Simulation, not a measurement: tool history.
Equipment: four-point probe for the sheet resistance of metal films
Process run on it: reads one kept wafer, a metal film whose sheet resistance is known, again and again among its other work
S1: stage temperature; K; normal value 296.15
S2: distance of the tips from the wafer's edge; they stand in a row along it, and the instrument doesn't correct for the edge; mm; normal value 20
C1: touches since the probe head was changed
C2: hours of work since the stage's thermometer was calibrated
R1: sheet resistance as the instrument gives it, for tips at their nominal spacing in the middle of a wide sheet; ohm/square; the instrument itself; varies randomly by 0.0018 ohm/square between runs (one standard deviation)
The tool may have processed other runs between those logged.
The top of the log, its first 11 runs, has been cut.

run   hour      S1  S2     C1   C2        R1
 12  250.1  296.15  22   9703  199  8.855491
 13  284.5  296.15  22  10348  219  8.858721
 14  307.6  296.15  22  10779  233   8.86037
 15  344.3  296.15  22  11467  254  8.856443
 16  375.3  296.15  22  12045  272   8.85873
 17  403.5  296.15   4  12574  288  9.134293
 18  438.7  296.15   4  13232  309  9.135341
 19    470  296.15   4  13817  327  9.137371
 20  506.2  308.15   6  14495  348  8.863673
 21  530.8  307.15  65  14955  362  8.745883
 22  549.3  295.15  20  15303  373  8.870728
 23  569.1  301.15   7  15671  384  8.894324
 24  601.8  301.15   7  16284  403  8.895539
 25  631.1  301.15   7  16832  420  8.896017
 26  657.7  294.15  17  17329  435  8.888172
 27  691.1  294.15   9  17955  455  8.927896
 28  713.8  304.15  64  18379  468  8.776793
 29  751.1  293.15  29  19078  490  8.888805
 30  783.4  296.15  20  19682  508   8.86375

Expected results for the next run?
 31  804.4  300.15  17  20075  520   ?

R1: 8.832755 ohm/square
Minus the tool's unlogged condition, the same run would have read R1 8.833389 ohm/square.

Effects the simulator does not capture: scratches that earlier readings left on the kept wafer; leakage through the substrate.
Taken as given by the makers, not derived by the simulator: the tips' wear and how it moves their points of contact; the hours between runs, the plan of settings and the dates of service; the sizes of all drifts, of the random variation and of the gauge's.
